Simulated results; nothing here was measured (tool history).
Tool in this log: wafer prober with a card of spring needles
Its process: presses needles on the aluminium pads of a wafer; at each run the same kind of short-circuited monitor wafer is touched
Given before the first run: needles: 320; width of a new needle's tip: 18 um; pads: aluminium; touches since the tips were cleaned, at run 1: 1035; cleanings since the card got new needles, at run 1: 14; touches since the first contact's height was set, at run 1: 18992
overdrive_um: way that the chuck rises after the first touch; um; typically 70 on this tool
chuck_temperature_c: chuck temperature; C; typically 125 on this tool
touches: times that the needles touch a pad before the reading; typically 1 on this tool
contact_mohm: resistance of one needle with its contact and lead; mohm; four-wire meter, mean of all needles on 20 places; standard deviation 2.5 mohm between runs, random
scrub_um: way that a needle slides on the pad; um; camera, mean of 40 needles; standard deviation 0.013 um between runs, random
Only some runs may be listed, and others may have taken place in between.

| run | day | overdrive_um | chuck_temperature_c | touches | touches since the tips were cleaned | cleanings since the card got new needles | touches since the first contact's height was set | contact_mohm | scrub_um |
|---|---|---|---|---|---|---|---|---|---|
| 1 | 0.000 | 70 | 125 | 1 | 1035 | 14 | 18992 | 290 | 12.72 |
| 2 | 0.654 | 70 | 125 | 1 | 3580 | 14 | 21537 | 285 | 12.72 |
| 3 | 1.179 | 70 | 125 | 1 | 5622 | 14 | 23579 | 284 | 12.72 |
|  | 1.458 | tips cleaned on abrasive film |
| 4 | 1.775 | 70 | 125 | 1 | 1235 | 15 | 25882 | 286 | 12.72 |
| 5 | 2.533 | 70 | 125 | 1 | 4189 | 15 | 28836 | 288 | 12.73 |
|  | 3.162 | tips cleaned on abrasive film |
| 6 | 3.179 | 70 | 125 | 1 | 50 | 16 | 31323 | 285 | 12.72 |
| 7 | 3.738 | 70 | 125 | 1 | 2224 | 16 | 33497 | 288 | 12.72 |
| 8 | 4.617 | 70 | 125 | 1 | 5645 | 16 | 36918 | 289 | 12.72 |
|  | 4.862 | tips cleaned on abrasive film |
| 9 | 5.046 | 70 | 34 | 1 | 719 | 17 | 38580 | 259 | 12.74 |
| 10 | 5.679 | 70 | 34 | 1 | 3180 | 17 | 41041 | 258 | 12.71 |
| 11 | 6.388 | 70 | 34 | 1 | 5933 | 17 | 43794 | 259 | 12.73 |
|  | 6.583 | tips cleaned on abrasive film |
| 12 | 7.271 | 70 | 34 | 1 | 2685 | 18 | 47226 | 260 | 12.72 |
| 13 | 8.004 | 70 | 125 | 1 | 5537 | 18 | 50078 | 283 | 12.71 |
|  | 8.338 | tips cleaned on abrasive film |
| 14 | 8.692 | 70 | 106 | 1 | 1380 | 19 | 52726 | 283 | 12.73 |
| 15 | 9.429 | 82 | 64 | 3 | 4256 | 19 | 55602 | 271 | 14.94 |
| 16 | 9.988 | 59 | 106 | 2 | 6430 | 19 | 57776 | 282 | 10.72 |
|  | 10.058 | tips cleaned on abrasive film |
| 17 | 10.679 | 77 | 56 | 2 | 2401 | 20 | 60442 | 263 | 14.01 |
| 18 | 11.262 | 70 | 107 | 2 | 4683 | 20 | 62724 | 283 | 12.73 |
|  | 11.758 | tips cleaned on abrasive film |
| 19 | 11.875 | 70 | 107 | 2 | 450 | 21 | 65088 | 282 | 12.72 |
| 20 | 12.308 | 70 | 107 | 2 | 2136 | 21 | 66774 | 277 | 12.73 |
| 21 | 13.217 | 52 | 101 | 2 | 5667 | 21 | 70305 | 288 | 9.45 |
|  | 13.446 | tips cleaned on abrasive film |
| 22 | 13.667 | 90 | 125 | 1 | 867 | 22 | 72045 | 281 | 16.38 |
| 23 | 14.092 | 70 | 125 | 1 | 2511 | 22 | 73689 | 287 | 12.72 |
| 24 | 14.754 | 70 | 125 | 1 | 5099 | 22 | 76277 | 283 | 12.72 |
|  | 15.150 | tips cleaned on abrasive film |
| 25 | 15.200 | 70 | 125 | 1 | 211 | 23 | 78001 | 288 | 12.73 |
| 26 | 15.717 | 58 | 99 | 1 | 2211 | 23 | 80001 | 285 | 10.53 |
| 27 | 16.300 | 58 | 99 | 1 | 4479 | 23 | 82269 | 283 | 10.54 |
|  | 16.888 | tips cleaned on abrasive film |
| 28 | 16.888 | 82 | 96 | 2 | 0 | 24 | 84547 | 277 | 14.91 |

4 options for the next run, each taken on its own from the tool as it stands now. Forecast them:
| A | 17.367 | 57 | 96 | 1 | 1862 | 24 | 86409 | ? | ? |
| B | 17.367 | 72 | 95 | 2 | 1862 | 24 | 86409 | ? | ? |
| C | 17.367 | 68 | 96 | 2 | 1862 | 24 | 86409 | ? | ? |
| D | 17.367 | 67 | 95 | 1 | 1862 | 24 | 86409 | ? | ? |

| run | contact_mohm | scrub_um |
|---|---|---|
| A | 281 | 10.36 |
| B | 278 | 13.08 |
| C | 278 | 12.34 |
| D | 275 | 12.18 |
Had the tool no hidden state, the same runs would have come out as:
| run | contact_mohm | scrub_um |
|---|---|---|
| A | 280 | 10.36 |
| B | 278 | 13.09 |
| C | 278 | 12.34 |
| D | 275 | 12.19 |
